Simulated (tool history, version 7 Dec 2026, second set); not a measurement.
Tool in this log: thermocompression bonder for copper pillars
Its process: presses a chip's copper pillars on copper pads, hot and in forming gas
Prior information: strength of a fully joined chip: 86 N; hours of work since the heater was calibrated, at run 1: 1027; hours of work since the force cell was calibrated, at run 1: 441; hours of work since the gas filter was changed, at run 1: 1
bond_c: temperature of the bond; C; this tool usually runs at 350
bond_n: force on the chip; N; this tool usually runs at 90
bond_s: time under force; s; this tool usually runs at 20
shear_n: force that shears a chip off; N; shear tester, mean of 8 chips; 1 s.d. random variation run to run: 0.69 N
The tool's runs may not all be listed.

| run | hour | bond_c | bond_n | bond_s | hours of work since the heater was calibrated | hours of work since the force cell was calibrated | hours of work since the gas filter was changed | shear_n |
|---|---|---|---|---|---|---|---|---|
| 1 | 0 | 350 | 90 | 20 | 1027 | 441 | 1 | 45.3 |
| 2 | 86.6 | 350 | 90 | 20 | 1084 | 498 | 58 | 43.2 |
| 3 | 146.2 | 350 | 68 | 20 | 1123 | 537 | 97 | 33.9 |
|  | 193.6 | forming gas filter changed |
| 4 | 222.8 | 350 | 90 | 20 | 1173 | 587 | 19 | 43.4 |
| 5 | 268.5 | 350 | 90 | 20 | 1203 | 617 | 49 | 43.1 |
| 6 | 328 | 350 | 90 | 20 | 1242 | 656 | 88 | 42.6 |
|  | 386.3 | forming gas filter changed |
| 7 | 405.2 | 357 | 90 | 51 | 1292 | 706 | 12 | 59.1 |
| 8 | 480.4 | 374 | 108 | 59 | 1342 | 756 | 62 | 74.3 |
| 9 | 563.2 | 374 | 108 | 59 | 1396 | 810 | 116 | 73.3 |
|  | 584.4 | forming gas filter changed |
| 10 | 614.2 | 341 | 127 | 59 | 1429 | 843 | 20 | 66.5 |

Expected results for the next run?
| 11 | 657.4 | 356 | 59 | 20 | 1457 | 872 | 48 | ? |

shear_n: 30.5 N
With no hidden state in the tool, this same run would have given shear_n 34.5 N.
